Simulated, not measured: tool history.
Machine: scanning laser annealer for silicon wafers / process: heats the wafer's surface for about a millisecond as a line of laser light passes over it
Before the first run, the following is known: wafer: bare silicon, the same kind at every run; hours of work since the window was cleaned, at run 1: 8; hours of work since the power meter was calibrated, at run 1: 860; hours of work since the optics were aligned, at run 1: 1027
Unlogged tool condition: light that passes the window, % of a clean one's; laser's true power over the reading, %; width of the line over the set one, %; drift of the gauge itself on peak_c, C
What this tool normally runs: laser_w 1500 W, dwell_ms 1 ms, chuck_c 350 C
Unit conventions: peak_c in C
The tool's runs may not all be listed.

run	hour	laser_w	dwell_ms	chuck_c	hours of work since the window was cleaned	hours of work since the power meter was calibrated	hours of work since the optics were aligned	peak_c
1	0	1500	1	350	8	860	1027	1068
2	27.7	1500	1	350	30	882	1049	1065
3	44.4	1500	1	344	44	895	1062	1056
4	74.6	1500	1	344	67	919	1086	1057
5	103.4	1500	1	378	90	942	1109	1091
6	139.9	1500	0.75	378	119	971	1138	1009
7	173.2	1313	1	350	146	997	1164	961
8	209.3	1313	1	350	174	1026	1193	959
9	238.7	1500	1.06	350	197	1049	1216	1078
10	268.4	1500	1.06	350	221	1073	1239	1075
11	287.2	1500	1.06	350	236	1088	1254	1078
12	310.8	1500	1.06	350	254	1106	1273	1073
13	340.2	1500	1.06	350	278	1129	1296	1075
14	363.4	1500	1.06	350	296	1148	1315	1068
15	399	1500	1.06	350	324	1176	1343	1071
16	423	1370	1	350	343	1195	1362	986
17	440.5	1470	1	350	357	1209	1376	1039
18	467.5	1470	1	350	378	1230	1397	1037
19	505.8	1470	0.98	350	409	1261	1427	1030
20	541.8	1470	0.98	350	437	1289	1456	1025
21	573.9	1359	0.79	350	463	1314	1481	913
22	594.9	1359	1.13	348	479	1331	1498	1004
23	634.2	1531	0.74	376	510	1362	1529	1000
# hour 639.6: laser's power meter calibrated
24	665.1	1531	0.74	376	533	20	1551	999
25	690.9	1547	1.09	321	553	41	1571	1070
26	714.2	1547	1.09	321	571	59	1590	1068
27	752.1	1500	0.82	350	601	89	1620	986
28	789.8	1428	1.14	350	631	119	1650	1044
29	810.7	1486	0.81	350	648	135	1666	974
30	847.1	1604	1.2	329	677	164	1695	1136
# hour 870.5: laser's power meter calibrated, once more
31	872.8	1606	0.77	327	695	2	1713	1001
32	907.3	1597	0.84	350	722	29	1740	1046
33	938.4	1284	1	317	746	54	1765	897
34	975.3	1505	0.76	371	776	83	1794	991
35	991.6	1500	0.94	350	789	96	1807	1024
36	1011.9	1500	0.71	385	805	112	1823	984
# hour 1036.1: window over the wafer cleaned
37	1048.8	1454	1.11	345	10	139	1851	1065
38	1079.8	1601	1.11	360	35	164	1875	1160
39	1107.1	1601	1.11	360	56	186	1897	1159
40	1144.3	1564	1	347	86	215	1926	1092

Predict each of these 4 candidate next runs independently; none follows another, all start after run 40:
A	1183.3	1536	1.21	356	116	246	1957	?
B	1183.3	1382	0.75	350	116	246	1957	?
C	1183.3	1383	1.11	385	116	246	1957	?
D	1183.3	1500	1	340	116	246	1957	?

run	peak_c
A	1146
B	919
C	1060
D	1047
Stripped of hidden state, with their random variation kept, the same runs would have yielded:
run	peak_c
A	1178
B	941
C	1087
D	1075

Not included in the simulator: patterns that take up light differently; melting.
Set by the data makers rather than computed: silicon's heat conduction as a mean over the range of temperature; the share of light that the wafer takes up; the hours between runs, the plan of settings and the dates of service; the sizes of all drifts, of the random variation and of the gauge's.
